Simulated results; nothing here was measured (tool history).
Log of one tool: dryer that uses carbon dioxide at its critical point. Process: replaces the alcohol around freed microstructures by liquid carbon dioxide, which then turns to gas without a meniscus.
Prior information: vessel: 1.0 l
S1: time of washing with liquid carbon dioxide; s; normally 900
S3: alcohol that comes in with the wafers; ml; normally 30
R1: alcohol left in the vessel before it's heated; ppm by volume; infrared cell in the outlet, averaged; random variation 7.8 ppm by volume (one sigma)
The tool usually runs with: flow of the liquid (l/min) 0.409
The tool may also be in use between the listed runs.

run 1 day=0 | S1=900 flow_of_the_liquid_(l/min)=0.409 S3=30 | R1=626
run 2 day=0.275 | S1=900 flow_of_the_liquid_(l/min)=0.409 S3=30 | R1=646
run 3 day=0.625 | S1=900 flow_of_the_liquid_(l/min)=0.409 S3=30 | R1=653
run 4 day=0.971 | S1=900 flow_of_the_liquid_(l/min)=0.409 S3=22 | R1=462
run 5 day=1.204 | S1=900 flow_of_the_liquid_(l/min)=0.409 S3=22 | R1=487
run 6 day=1.462 | S1=900 flow_of_the_liquid_(l/min)=0.409 S3=22 | R1=489
run 7 day=1.775 | S1=900 flow_of_the_liquid_(l/min)=0.409 S3=22 | R1=498
run 8 day=1.967 | S1=900 flow_of_the_liquid_(l/min)=0.409 S3=22 | R1=497
run 9 day=2.225 | S1=960 flow_of_the_liquid_(l/min)=0.286 S3=98 | R1=5487
run 10 day=2.408 | S1=960 flow_of_the_liquid_(l/min)=0.286 S3=98 | R1=5402

Forecast each of these 5 alternatives for the next run:
run A day=2.642 | S1=780 flow_of_the_liquid_(l/min)=0.271 S3=35 | R1=?
run B day=2.642 | S1=540 flow_of_the_liquid_(l/min)=0.286 S3=98 | R1=?
run C day=2.642 | S1=960 flow_of_the_liquid_(l/min)=0.409 S3=30 | R1=?
run D day=2.642 | S1=960 flow_of_the_liquid_(l/min)=0.316 S3=92 | R1=?
run E day=2.642 | S1=1380 flow_of_the_liquid_(l/min)=0.433 S3=98 | R1=?

run=A R1=3773
run=B R1=19135
run=C R1=557
run=D R1=3890
run=E R1=237
Without the tool's unlogged condition, the same runs would have read:
run=A R1=2743
run=B R1=15206
run=C R1=311
run=D R1=2479
run=E R1=99
